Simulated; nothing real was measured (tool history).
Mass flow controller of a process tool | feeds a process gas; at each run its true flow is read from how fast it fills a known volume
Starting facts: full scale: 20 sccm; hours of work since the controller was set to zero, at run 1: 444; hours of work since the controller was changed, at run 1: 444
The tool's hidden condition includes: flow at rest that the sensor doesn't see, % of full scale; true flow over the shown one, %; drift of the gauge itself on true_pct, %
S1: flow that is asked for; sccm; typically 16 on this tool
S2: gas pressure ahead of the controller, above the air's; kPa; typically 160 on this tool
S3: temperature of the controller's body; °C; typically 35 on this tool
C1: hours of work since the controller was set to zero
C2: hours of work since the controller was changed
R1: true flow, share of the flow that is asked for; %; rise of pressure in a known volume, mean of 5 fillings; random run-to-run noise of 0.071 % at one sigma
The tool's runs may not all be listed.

Run 1, hour 0.0: usual settings; C1 444; C2 444. Result: R1 100.89 %.
Run 2, hour 91.5: usual settings; C1 479; C2 479. Result: R1 100.89 %.
Run 3, hour 187.2: usual settings but S1 2 sccm; C1 516; C2 516. Result: R1 100.36 %.
Run 4, hour 276.8: usual settings but S1 2 sccm; C1 550; C2 550. Result: R1 100.35 %.
Run 5, hour 410.2: usual settings but S1 2 sccm; C1 602; C2 602. Result: R1 100.39 %.
Run 6, hour 541.7: usual settings but S1 2 sccm; C1 652; C2 652. Result: R1 100.31 %.
At hour 553.5: controller's zero set anew.
Run 7, hour 671.6: usual settings but S1 2 sccm; C1 45; C2 702. Result: R1 100.82 %.
Run 8, hour 821.2: usual settings but S1 2 sccm; C1 103; C2 759. Result: R1 100.94 %.
At hour 869.6: controller's zero set anew, once more.
Run 9, hour 923.4: usual settings but S2 141 kPa; C1 21; C2 798. Result: R1 101.22 %.
Run 10, hour 988.6: usual settings; C1 46; C2 823. Result: R1 100.96 %.
Run 11, hour 1130.4: usual settings but S2 179 kPa; C1 100; C2 878. Result: R1 100.93 %.

What does the tool deliver on the next run?
Run 12, hour 1273.2: usual settings but S1 4 sccm; C1 155; C2 932. Result: R1 ?.

For run 12 the tool returned R1 100.16 %.
On a tool with no hidden condition, and with the same random variation, this run would have come out at R1 99.54 %.
